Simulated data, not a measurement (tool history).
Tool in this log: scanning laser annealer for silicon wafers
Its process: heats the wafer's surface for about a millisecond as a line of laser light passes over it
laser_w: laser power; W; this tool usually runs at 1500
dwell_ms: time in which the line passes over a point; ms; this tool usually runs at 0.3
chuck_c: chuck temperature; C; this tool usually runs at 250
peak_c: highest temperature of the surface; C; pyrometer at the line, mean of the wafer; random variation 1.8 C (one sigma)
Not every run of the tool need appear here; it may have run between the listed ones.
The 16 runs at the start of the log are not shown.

| run | hour | laser_w | dwell_ms | chuck_c | peak_c |
|---|---|---|---|---|---|
| 17 | 474.6 | 1500 | 0.3 | 225 | 1012 |
| 18 | 499.1 | 1500 | 0.3 | 250 | 1037 |
| 19 | 534.7 | 1500 | 0.3 | 250 | 1035 |
| 20 | 569.4 | 1500 | 0.3 | 250 | 1036 |
| 21 | 608 | 1500 | 0.3 | 250 | 1030 |
| 22 | 640.9 | 1500 | 0.3 | 229 | 1006 |
| 23 | 663.7 | 1391 | 0.299 | 255 | 958 |
| 24 | 703.2 | 1643 | 0.219 | 243 | 981 |
|  | 734.3 | window over the wafer cleaned |
| 25 | 743.3 | 1643 | 0.219 | 243 | 1035 |
| 26 | 768 | 1643 | 0.219 | 243 | 1037 |
| 27 | 806.4 | 1643 | 0.219 | 243 | 1032 |
| 28 | 832.1 | 1643 | 0.219 | 243 | 1031 |
| 29 | 870 | 1600 | 0.356 | 243 | 1211 |
| 30 | 912.8 | 1500 | 0.354 | 250 | 1135 |
| 31 | 947 | 1630 | 0.227 | 225 | 1011 |
| 32 | 977.8 | 1500 | 0.26 | 250 | 1003 |
| 33 | 1010.3 | 1500 | 0.26 | 250 | 1001 |
| 34 | 1029.9 | 1439 | 0.297 | 271 | 1031 |
| 35 | 1054.3 | 1439 | 0.297 | 271 | 1029 |
| 36 | 1088.1 | 1626 | 0.336 | 211 | 1148 |
| 37 | 1118.2 | 1282 | 0.291 | 232 | 875 |
| 38 | 1143.3 | 1282 | 0.291 | 232 | 871 |
| 39 | 1180.9 | 1381 | 0.351 | 242 | 1013 |
| 40 | 1224.8 | 1519 | 0.271 | 243 | 1006 |

Run 41 has not been measured yet. What should we expect?
|  | 1233.5 | optics aligned, line set to its width |
| 41 | 1261.9 | 1428 | 0.265 | 274 | ? |

Run 41 gave peak_c 978 C.
Minus the tool's unlogged condition, the same run would have read peak_c 999 C.
